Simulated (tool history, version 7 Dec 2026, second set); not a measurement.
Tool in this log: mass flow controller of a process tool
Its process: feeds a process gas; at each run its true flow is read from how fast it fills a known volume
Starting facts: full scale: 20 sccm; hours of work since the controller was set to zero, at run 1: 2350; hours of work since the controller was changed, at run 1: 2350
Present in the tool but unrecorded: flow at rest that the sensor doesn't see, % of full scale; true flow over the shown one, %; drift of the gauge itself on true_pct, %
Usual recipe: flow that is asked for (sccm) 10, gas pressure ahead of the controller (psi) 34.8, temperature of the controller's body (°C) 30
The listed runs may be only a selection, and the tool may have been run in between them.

run,hour,flow that is asked for (sccm),gas pressure ahead of the controller (psi),temperature of the controller's body (°C),hours of work since the controller was set to zero,hours of work since the controller was changed,true flow (%)
1,0,10,34.8,30,2350,2350,99.93
2,153.1,10,34.8,30,2449,2449,99.95
3,233,10,34.8,34,2500,2500,100.47
4,364.2,10,34.8,34,2585,2585,100.5
5,485.6,10,34.8,34,2664,2664,100.4
6,577.4,10,34.8,34,2723,2723,100.6
7,706.9,10,34.8,34,2807,2807,100.58
8,845.9,10,34.8,30,2896,2896,100.19
9,963.8,10,34.8,30,2973,2973,100.22
10,1045.1,10,23.1,30,3025,3025,99.81
11,1136,6,32.8,30,3084,3084,99.89
12,1265.8,6,32.8,30,3168,3168,100
13,1356.8,6,22.3,38,3227,3227,100.44
14,1477.6,6,22.3,38,3305,3305,100.53
15,1593.3,16,34.8,38,3379,3379,101.94

Below are 5 alternative next runs, each starting from the tool's condition after run 15. Predict each:
A,1660.7,5,24.2,29,3423,3423,?
B,1660.7,16,24.1,34,3423,3423,?
C,1660.7,4,34.8,35,3423,3423,?
D,1660.7,2,21.6,36,3423,3423,?
E,1660.7,2,34.8,28,3423,3423,?

run,true flow (%)
A,99.46
B,100.9
C,100.42
D,100.11
E,99.55
Stripped of hidden state, with their random variation kept, the same runs would have yielded:
run,true flow (%)
A,98.9
B,100.34
C,99.85
D,99.52
E,98.97
